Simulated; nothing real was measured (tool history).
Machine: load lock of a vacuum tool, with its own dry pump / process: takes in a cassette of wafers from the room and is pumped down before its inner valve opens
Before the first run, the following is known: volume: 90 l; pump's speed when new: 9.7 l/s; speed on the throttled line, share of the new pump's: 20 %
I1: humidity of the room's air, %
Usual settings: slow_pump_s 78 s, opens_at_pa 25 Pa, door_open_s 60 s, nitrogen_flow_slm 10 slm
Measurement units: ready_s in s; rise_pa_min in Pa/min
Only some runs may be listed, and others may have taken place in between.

run 1 day=0.000 | slow_pump_s=78 opens_at_pa=25 door_open_s=60 nitrogen_flow_slm=10 | I1=44.1 | ready_s=148.0 rise_pa_min=0.034
run 2 day=3.033 | slow_pump_s=78 opens_at_pa=25 door_open_s=60 nitrogen_flow_slm=10 | I1=47.5 | ready_s=147.3 rise_pa_min=0.040
run 3 day=6.771 | slow_pump_s=78 opens_at_pa=25 door_open_s=60 nitrogen_flow_slm=10 | I1=47.6 | ready_s=147.9 rise_pa_min=0.040
run 4 day=8.550 | slow_pump_s=78 opens_at_pa=25 door_open_s=60 nitrogen_flow_slm=12 | I1=44.4 | ready_s=146.5 rise_pa_min=0.033
run 5 day=10.229 | slow_pump_s=78 opens_at_pa=25 door_open_s=60 nitrogen_flow_slm=12 | I1=47.5 | ready_s=147.1 rise_pa_min=0.035
run 6 day=12.279 | slow_pump_s=78 opens_at_pa=25 door_open_s=170 nitrogen_flow_slm=10 | I1=45.9 | ready_s=148.5 rise_pa_min=0.055
run 7 day=14.462 | slow_pump_s=78 opens_at_pa=25 door_open_s=170 nitrogen_flow_slm=10 | I1=45.9 | ready_s=146.4 rise_pa_min=0.053
run 8 day=17.688 | slow_pump_s=78 opens_at_pa=41 door_open_s=60 nitrogen_flow_slm=10 | I1=46.3 | ready_s=141.9 rise_pa_min=0.041
run 9 day=20.046 | slow_pump_s=78 opens_at_pa=25 door_open_s=125 nitrogen_flow_slm=10 | I1=47.4 | ready_s=147.8 rise_pa_min=0.051
run 10 day=23.383 | slow_pump_s=78 opens_at_pa=36 door_open_s=125 nitrogen_flow_slm=10 | I1=44.4 | ready_s=143.5 rise_pa_min=0.046
run 11 day=25.825 | slow_pump_s=78 opens_at_pa=36 door_open_s=125 nitrogen_flow_slm=10 | I1=47.4 | ready_s=144.2 rise_pa_min=0.047
run 12 day=28.329 | slow_pump_s=78 opens_at_pa=36 door_open_s=125 nitrogen_flow_slm=10 | I1=43.1 | ready_s=143.6 rise_pa_min=0.048
run 13 day=30.438 | slow_pump_s=78 opens_at_pa=25 door_open_s=60 nitrogen_flow_slm=10 | I1=42.6 | ready_s=147.6 rise_pa_min=0.042
run 14 day=33.879 | slow_pump_s=78 opens_at_pa=25 door_open_s=60 nitrogen_flow_slm=10 | I1=46.1 | ready_s=148.3 rise_pa_min=0.044
run 15 day=37.383 | slow_pump_s=78 opens_at_pa=25 door_open_s=60 nitrogen_flow_slm=10 | I1=44.3 | ready_s=147.3 rise_pa_min=0.039
run 16 day=39.100 | slow_pump_s=78 opens_at_pa=25 door_open_s=60 nitrogen_flow_slm=10 | I1=47.3 | ready_s=146.8 rise_pa_min=0.045
run 17 day=41.458 | slow_pump_s=98 opens_at_pa=31 door_open_s=54 nitrogen_flow_slm=20 | I1=42.7 | ready_s=162.4 rise_pa_min=0.028
run 18 day=44.462 | slow_pump_s=98 opens_at_pa=31 door_open_s=54 nitrogen_flow_slm=20 | I1=42.6 | ready_s=162.5 rise_pa_min=0.026
run 19 day=46.079 | slow_pump_s=39 opens_at_pa=25 door_open_s=60 nitrogen_flow_slm=10 | I1=43.0 | ready_s=119.2 rise_pa_min=0.038
run 20 day=47.817 | slow_pump_s=39 opens_at_pa=25 door_open_s=60 nitrogen_flow_slm=10 | I1=43.4 | ready_s=117.7 rise_pa_min=0.032
run 21 day=49.717 | slow_pump_s=85 opens_at_pa=25 door_open_s=60 nitrogen_flow_slm=10 | I1=45.3 | ready_s=154.1 rise_pa_min=0.046
run 22 day=53.017 | slow_pump_s=85 opens_at_pa=25 door_open_s=60 nitrogen_flow_slm=10 | I1=44.7 | ready_s=154.1 rise_pa_min=0.036
run 23 day=56.379 | slow_pump_s=107 opens_at_pa=48 door_open_s=29 nitrogen_flow_slm=17 | I1=43.9 | ready_s=164.4 rise_pa_min=0.030
run 24 day=59.946 | slow_pump_s=120 opens_at_pa=48 door_open_s=29 nitrogen_flow_slm=17 | I1=44.1 | ready_s=171.6 rise_pa_min=0.035
run 25 day=62.446 | slow_pump_s=120 opens_at_pa=21 door_open_s=114 nitrogen_flow_slm=40 | I1=48.6 | ready_s=183.2 rise_pa_min=0.024
run 26 day=65.175 | slow_pump_s=120 opens_at_pa=36 door_open_s=192 nitrogen_flow_slm=40 | I1=47.4 | ready_s=176.4 rise_pa_min=0.042
run 27 day=68.400 | slow_pump_s=109 opens_at_pa=19 door_open_s=42 nitrogen_flow_slm=40 | I1=47.8 | ready_s=177.9 rise_pa_min=0.021
run 28 day=71.025 | slow_pump_s=78 opens_at_pa=48 door_open_s=38 nitrogen_flow_slm=36 | I1=42.7 | ready_s=142.7 rise_pa_min=0.026

4 options for the next run, each taken on its own from the tool as it stands now. Forecast them:
run A day=73.975 | slow_pump_s=78 opens_at_pa=34 door_open_s=60 nitrogen_flow_slm=10 | I1=44.2 | ready_s=? rise_pa_min=?
run B day=73.975 | slow_pump_s=41 opens_at_pa=45 door_open_s=38 nitrogen_flow_slm=14 | I1=47.5 | ready_s=? rise_pa_min=?
run C day=73.975 | slow_pump_s=81 opens_at_pa=21 door_open_s=38 nitrogen_flow_slm=36 | I1=44.4 | ready_s=? rise_pa_min=?
run D day=73.975 | slow_pump_s=64 opens_at_pa=21 door_open_s=60 nitrogen_flow_slm=11 | I1=44.1 | ready_s=? rise_pa_min=?

run=A ready_s=146.7 rise_pa_min=0.044
run=B ready_s=115.2 rise_pa_min=0.035
run=C ready_s=152.0 rise_pa_min=0.027
run=D ready_s=139.3 rise_pa_min=0.046
Without the tool's unlogged condition, the same runs would have read:
run=A ready_s=137.6 rise_pa_min=0.029
run=B ready_s=105.3 rise_pa_min=0.020
run=C ready_s=142.6 rise_pa_min=0.013
run=D ready_s=129.3 rise_pa_min=0.031
